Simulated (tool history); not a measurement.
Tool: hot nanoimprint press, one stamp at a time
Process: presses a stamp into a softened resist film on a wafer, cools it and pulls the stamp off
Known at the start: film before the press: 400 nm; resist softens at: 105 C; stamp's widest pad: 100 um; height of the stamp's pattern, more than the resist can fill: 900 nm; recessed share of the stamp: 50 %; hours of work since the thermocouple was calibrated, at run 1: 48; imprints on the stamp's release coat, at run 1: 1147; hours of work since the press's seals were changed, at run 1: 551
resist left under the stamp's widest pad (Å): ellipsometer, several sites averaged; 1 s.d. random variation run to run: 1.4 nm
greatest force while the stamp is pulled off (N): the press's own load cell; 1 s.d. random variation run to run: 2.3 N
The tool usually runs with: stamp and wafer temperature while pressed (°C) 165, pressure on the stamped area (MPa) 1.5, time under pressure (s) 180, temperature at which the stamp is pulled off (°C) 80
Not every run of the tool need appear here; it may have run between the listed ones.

| run | day | stamp and wafer temperature while pressed (°C) | pressure on the stamped area (MPa) | time under pressure (s) | temperature at which the stamp is pulled off (°C) | hours of work since the thermocouple was calibrated | imprints on the stamp's release coat | hours of work since the press's seals were changed | resist left under the stamp's widest pad (Å) | greatest force while the stamp is pulled off (N) |
|---|---|---|---|---|---|---|---|---|---|---|
| 1 | 0 | 165 | 1.5 | 180 | 80 | 48 | 1147 | 551 | 2276 | 105 |
|  | 0.762 | stamp cleaned and given a new release coat |
| 2 | 2.296 | 165 | 1.5 | 180 | 80 | 82 | 162 | 584 | 2267 | 108 |
|  | 2.792 | press's hydraulic seals changed and the load cell set to zero |
| 3 | 4.696 | 165 | 1.5 | 180 | 80 | 115 | 382 | 31 | 2279 | 102 |
| 4 | 6.642 | 165 | 1.5 | 180 | 80 | 147 | 589 | 62 | 2269 | 110 |
| 5 | 8.212 | 165 | 1.5 | 180 | 80 | 172 | 756 | 88 | 2297 | 107 |
| 6 | 9.696 | 165 | 1.5 | 180 | 80 | 196 | 914 | 112 | 2286 | 108 |
| 7 | 11.612 | 165 | 1.5 | 180 | 80 | 227 | 1118 | 143 | 2295 | 112 |
|  | 12.696 | stamp cleaned and given a new release coat |
| 8 | 13.558 | 165 | 1.5 | 180 | 80 | 255 | 92 | 171 | 2305 | 105 |
| 9 | 15.588 | 165 | 1.5 | 180 | 80 | 288 | 308 | 203 | 2290 | 106 |
| 10 | 16.821 | 165 | 1.5 | 180 | 80 | 308 | 439 | 223 | 2288 | 106 |
| 11 | 17.683 | 173 | 1.5 | 180 | 80 | 322 | 531 | 237 | 1827 | 110 |
| 12 | 19.562 | 165 | 1.5 | 180 | 80 | 352 | 730 | 268 | 2293 | 102 |
| 13 | 20.954 | 176 | 1.5 | 180 | 80 | 375 | 878 | 290 | 1676 | 110 |
| 14 | 22.033 | 165 | 1.5 | 180 | 87 | 392 | 993 | 308 | 2322 | 93 |
| 15 | 23.6 | 165 | 1.5 | 180 | 87 | 418 | 1159 | 333 | 2330 | 93 |
|  | 24.321 | stamp cleaned and given a new release coat |
| 16 | 24.996 | 157 | 1.46 | 175 | 67 | 436 | 72 | 352 | 2954 | 130 |
| 17 | 27.008 | 165 | 1.5 | 180 | 72 | 469 | 286 | 385 | 2339 | 123 |
|  | 28.492 | gauge calibrated |
| 18 | 29.046 | 165 | 1.5 | 180 | 72 | 502 | 503 | 418 | 2257 | 123 |
| 19 | 30.825 | 165 | 1.5 | 180 | 72 | 531 | 692 | 447 | 2311 | 121 |
|  | 31.412 | plate thermocouple calibrated |
| 20 | 32.671 | 165 | 2.13 | 180 | 72 | 20 | 875 | 474 | 1993 | 121 |
| 21 | 34.512 | 165 | 1.7 | 180 | 72 | 50 | 1071 | 504 | 2177 | 122 |
| 22 | 35.512 | 163 | 1.21 | 227 | 72 | 67 | 1177 | 521 | 2421 | 123 |
|  | 36.033 | stamp cleaned and given a new release coat |
| 23 | 37.538 | 163 | 1.21 | 227 | 72 | 95 | 160 | 549 | 2413 | 120 |
| 24 | 39.038 | 163 | 1.21 | 227 | 72 | 120 | 319 | 574 | 2400 | 122 |
|  | 40.192 | press's hydraulic seals changed and the load cell set to zero |
| 25 | 41.342 | 173 | 1.65 | 163 | 86 | 152 | 529 | 19 | 1797 | 97 |
| 26 | 43.196 | 165 | 0.91 | 176 | 87 | 182 | 726 | 49 | 2705 | 94 |
| 27 | 44.771 | 165 | 0.91 | 176 | 87 | 207 | 893 | 74 | 2732 | 93 |
| 28 | 46.471 | 160 | 1.66 | 124 | 72 | 235 | 1074 | 102 | 2835 | 122 |

Below are 4 alternative next runs, each starting from the tool's condition after run 28. Predict each:
|  | 47.938 | stamp cleaned and given a new release coat |
| A | 48.842 | 169 | 1.66 | 162 | 81 | 269 | 97 | 136 | ? | ? |
|  | 47.938 | stamp cleaned and given a new release coat |
| B | 48.842 | 160 | 1.66 | 171 | 72 | 269 | 97 | 136 | ? | ? |
|  | 47.938 | stamp cleaned and given a new release coat |
| C | 48.842 | 165 | 1.95 | 142 | 80 | 269 | 97 | 136 | ? | ? |
|  | 47.938 | stamp cleaned and given a new release coat |
| D | 48.842 | 162 | 1.5 | 166 | 76 | 269 | 97 | 136 | ? | ? |

| run | resist left under the stamp's widest pad (Å) | greatest force while the stamp is pulled off (N) |
|---|---|---|
| A | 2027 | 105 |
| B | 2623 | 120 |
| C | 2300 | 106 |
| D | 2610 | 115 |
Take away the tool's hidden state, keep each run's random variation, and the runs would have read:
| run | resist left under the stamp's widest pad (Å) | greatest force while the stamp is pulled off (N) |
|---|---|---|
| A | 1982 | 104 |
| B | 2566 | 119 |
| C | 2250 | 106 |
| D | 2554 | 115 |
